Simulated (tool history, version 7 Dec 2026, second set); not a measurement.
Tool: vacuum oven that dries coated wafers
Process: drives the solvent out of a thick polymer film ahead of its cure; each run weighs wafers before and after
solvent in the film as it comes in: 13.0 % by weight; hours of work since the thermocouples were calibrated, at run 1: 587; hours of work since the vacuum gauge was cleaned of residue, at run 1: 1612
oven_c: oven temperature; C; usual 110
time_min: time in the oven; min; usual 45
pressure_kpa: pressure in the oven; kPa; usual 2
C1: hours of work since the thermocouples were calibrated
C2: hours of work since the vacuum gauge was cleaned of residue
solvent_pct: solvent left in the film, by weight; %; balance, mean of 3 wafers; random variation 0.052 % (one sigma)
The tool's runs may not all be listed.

Run 1, hour 0: usual settings; C1 587; C2 1612. Result: solvent_pct 1.59 %.
Run 2, hour 52.6: usual settings; C1 629; C2 1654. Result: solvent_pct 1.68 %.
Run 3, hour 145.2: usual settings; C1 702; C2 1728. Result: solvent_pct 1.63 %.
Run 4, hour 213.6: usual settings; C1 757; C2 1783. Result: solvent_pct 1.6 %.
Run 5, hour 266.4: usual settings; C1 799; C2 1825. Result: solvent_pct 1.69 %.
Run 6, hour 342.1: usual settings; C1 860; C2 1885. Result: solvent_pct 1.76 %.
Run 7, hour 403.8: usual settings but pressure_kpa 1.07 kPa; C1 909; C2 1935. Result: solvent_pct 1.22 %.
Run 8, hour 476.5: usual settings but oven_c 122 C, time_min 41 min, pressure_kpa 7.33 kPa; C1 967; C2 1993. Result: solvent_pct 2.94 %.
At hour 489.1: oven's thermocouples calibrated.
Run 9, hour 566.7: usual settings but oven_c 122 C, time_min 41 min, pressure_kpa 7.33 kPa; C1 62; C2 2063. Result: solvent_pct 3.07 %.
Run 10, hour 656.9: usual settings but oven_c 122 C, time_min 41 min, pressure_kpa 7.33 kPa; C1 134; C2 2135. Result: solvent_pct 3.04 %.
Run 11, hour 770.5: usual settings but oven_c 121 C, time_min 68 min, pressure_kpa 7.33 kPa; C1 225; C2 2226. Result: solvent_pct 3.02 %.
Run 12, hour 872.9: usual settings but oven_c 121 C, time_min 68 min, pressure_kpa 7.33 kPa; C1 306; C2 2308. Result: solvent_pct 3.12 %.
Run 13, hour 994.6: usual settings but oven_c 106 C, time_min 52 min; C1 403; C2 2405. Result: solvent_pct 2.28 %.

Forecast each of these 4 alternatives for the next run:
At hour 1051.8: oven's thermocouples calibrated, once more.
Run A, hour 1062.2: usual settings but oven_c 120 C, time_min 53 min; C1 8; C2 2457. Result: solvent_pct ?.
At hour 1051.8: oven's thermocouples calibrated, once more.
Run B, hour 1062.2: usual settings but oven_c 109 C, pressure_kpa 1.54 kPa; C1 8; C2 2457. Result: solvent_pct ?.
At hour 1051.8: oven's thermocouples calibrated, once more.
Run C, hour 1062.2: usual settings but oven_c 124 C, time_min 58 min, pressure_kpa 2.52 kPa; C1 8; C2 2457. Result: solvent_pct ?.
At hour 1051.8: oven's thermocouples calibrated, once more.
Run D, hour 1062.2: usual settings but oven_c 111 C, time_min 55 min, pressure_kpa 4.31 kPa; C1 8; C2 2457. Result: solvent_pct ?.

run  solvent_pct
  A         0.97
  B         1.54
  C         0.91
  D         2.64
Without the tool's hidden state the same runs would have given:
run  solvent_pct
  A         0.74
  B         1.23
  C         0.71
  D         2.34

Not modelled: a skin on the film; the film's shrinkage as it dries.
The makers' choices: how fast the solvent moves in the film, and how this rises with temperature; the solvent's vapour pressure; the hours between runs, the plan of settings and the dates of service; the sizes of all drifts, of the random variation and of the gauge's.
